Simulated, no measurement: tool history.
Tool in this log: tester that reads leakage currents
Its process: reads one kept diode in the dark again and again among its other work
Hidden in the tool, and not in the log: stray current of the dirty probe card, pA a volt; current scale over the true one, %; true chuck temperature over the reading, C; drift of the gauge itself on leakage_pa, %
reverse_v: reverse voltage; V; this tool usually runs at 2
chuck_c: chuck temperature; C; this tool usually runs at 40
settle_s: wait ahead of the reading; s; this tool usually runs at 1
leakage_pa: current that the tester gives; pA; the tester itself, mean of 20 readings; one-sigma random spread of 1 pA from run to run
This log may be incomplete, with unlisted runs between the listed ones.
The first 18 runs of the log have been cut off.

run     day  reverse_v  chuck_c  settle_s  hours of work since the probe card was cleaned  hours of work since the tester was calibrated  hours of work since the chuck was calibrated  leakage_pa
 19  27.642       1.91       40         1                                             855                                            624                                           370      343.01
 20  29.404       1.91       40         1                                             879                                            648                                           394       341.5
 21  30.342       1.91       40         1                                             892                                            660                                           406      344.65
 22  31.529       1.91       40         1                                             908                                            677                                           422      342.37
 23  33.283          2       35      4.54                                             932                                            700                                           446      236.43
 24    34.2       9.13       50         1                                             944                                            713                                           458     1136.91
 25  35.917       9.13       50         1                                             968                                            736                                           482     1145.98
 26  37.433       1.03       40         1                                             988                                            757                                           502      283.72
 27  38.979       1.03       40         1                                            1009                                            778                                           523      284.18
 28    40.5          2       29      6.42                                            1030                                            798                                           544      147.42
 29  41.954          2       29      6.42                                            1049                                            818                                           564      146.99
 30  43.929          2       29       0.4                                            1076                                            845                                           590      148.07
 31  45.142       9.82       29       0.4                                            1093                                            861                                           607       244.4
 32  47.146       9.82       29       0.4                                            1120                                            888                                           634      242.78
 33  48.525          2       40      1.44                                            1138                                            907                                           653      348.95
 34    49.5       1.79       20      7.92                                            1152                                            920                                           666       67.14
 35  50.704       1.79       20      7.92                                            1168                                            936                                           682       67.15
     51.775  -- probe card cleaned and baked
 36  52.833       1.79       20      7.92                                              14                                            964                                           709       67.06
 37  54.108       5.02       40      5.77                                              32                                            981                                           727      459.57
 38  55.096       5.02       40      5.77                                              45                                            994                                           740      458.94
 39  56.725       7.07       54      1.79                                              67                                           1016                                           762     1396.41
 40  57.667      13.33       24         1                                              80                                           1029                                           775      176.53
 41  58.567      13.33       24         1                                              92                                           1041                                           787      175.27

Below are 3 alternative next runs, each starting from the tool's condition after run 41. Predict each:
  A  60.062       9.01       40      2.51                                             112                                           1062                                           807           ?
  B  60.062       2.62       50         1                                             112                                           1062                                           807           ?
  C  60.062       1.64       26         4                                             112                                           1062                                           807           ?

run  leakage_pa
  A      544.64
  B       781.5
  C      108.32
With no hidden state in the tool, these same runs would have given:
run  leakage_pa
  A      544.16
  B      780.89
  C      108.22

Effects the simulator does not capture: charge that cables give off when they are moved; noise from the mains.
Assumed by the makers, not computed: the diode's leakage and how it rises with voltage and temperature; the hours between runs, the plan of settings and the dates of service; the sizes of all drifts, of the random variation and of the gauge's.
